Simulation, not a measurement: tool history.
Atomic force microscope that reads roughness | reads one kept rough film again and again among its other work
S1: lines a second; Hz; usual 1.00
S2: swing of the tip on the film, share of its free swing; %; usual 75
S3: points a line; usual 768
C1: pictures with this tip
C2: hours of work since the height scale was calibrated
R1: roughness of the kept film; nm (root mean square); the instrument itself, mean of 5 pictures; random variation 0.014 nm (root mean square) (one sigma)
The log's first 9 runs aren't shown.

{"run": 10, "hour": 189.8, "S1": 1.0, "S2": 75, "S3": 768, "C1": 132, "C2": 742, "R1": 3.422}
{"hour": 202.3, "done": "new tip fitted"}
{"run": 11, "hour": 206.2, "S1": 1.0, "S2": 75, "S3": 768, "C1": 5, "C2": 752, "R1": 3.376}
{"run": 12, "hour": 220.3, "S1": 1.0, "S2": 75, "S3": 768, "C1": 21, "C2": 760, "R1": 3.391}
{"run": 13, "hour": 238.7, "S1": 1.0, "S2": 75, "S3": 768, "C1": 42, "C2": 772, "R1": 3.443}
{"run": 14, "hour": 264.4, "S1": 1.0, "S2": 75, "S3": 768, "C1": 72, "C2": 787, "R1": 3.385}
{"run": 15, "hour": 290.7, "S1": 1.0, "S2": 89, "S3": 768, "C1": 102, "C2": 803, "R1": 3.336}
{"run": 16, "hour": 310.3, "S1": 1.0, "S2": 75, "S3": 782, "C1": 125, "C2": 815, "R1": 3.39}
{"hour": 329.6, "done": "new tip fitted"}
{"run": 17, "hour": 335.7, "S1": 1.0, "S2": 75, "S3": 768, "C1": 7, "C2": 830, "R1": 3.405}
{"run": 18, "hour": 361.7, "S1": 1.08, "S2": 75, "S3": 768, "C1": 37, "C2": 846, "R1": 3.39}
{"run": 19, "hour": 386.8, "S1": 1.0, "S2": 87, "S3": 768, "C1": 66, "C2": 862, "R1": 3.344}
{"run": 20, "hour": 409.3, "S1": 1.0, "S2": 72, "S3": 768, "C1": 92, "C2": 875, "R1": 3.418}
{"run": 21, "hour": 429.7, "S1": 1.0, "S2": 72, "S3": 768, "C1": 115, "C2": 888, "R1": 3.407}
{"hour": 456.1, "done": "new tip fitted"}
{"run": 22, "hour": 461.4, "S1": 1.0, "S2": 72, "S3": 692, "C1": 6, "C2": 907, "R1": 3.417}
{"run": 23, "hour": 485.4, "S1": 1.53, "S2": 75, "S3": 837, "C1": 34, "C2": 922, "R1": 3.365}
{"run": 24, "hour": 511.8, "S1": 0.97, "S2": 65, "S3": 768, "C1": 64, "C2": 938, "R1": 3.406}
{"run": 25, "hour": 524.6, "S1": 0.85, "S2": 76, "S3": 434, "C1": 79, "C2": 946, "R1": 3.365}
{"run": 26, "hour": 546.0, "S1": 3.26, "S2": 59, "S3": 359, "C1": 104, "C2": 959, "R1": 3.358}
{"run": 27, "hour": 574.3, "S1": 3.26, "S2": 59, "S3": 359, "C1": 136, "C2": 976, "R1": 3.361}
{"hour": 581.9, "done": "new tip fitted"}
{"run": 28, "hour": 596.0, "S1": 2.12, "S2": 78, "S3": 356, "C1": 17, "C2": 989, "R1": 3.264}

The next listed run, before its measurement:
{"run": 29, "hour": 626.4, "S1": 2.12, "S2": 78, "S3": 356, "C1": 52, "C2": 1007, "R1": "?"}

R1: 3.260 nm (root mean square)
Without the tool's hidden state the same run would have given R1 3.263 nm (root mean square).

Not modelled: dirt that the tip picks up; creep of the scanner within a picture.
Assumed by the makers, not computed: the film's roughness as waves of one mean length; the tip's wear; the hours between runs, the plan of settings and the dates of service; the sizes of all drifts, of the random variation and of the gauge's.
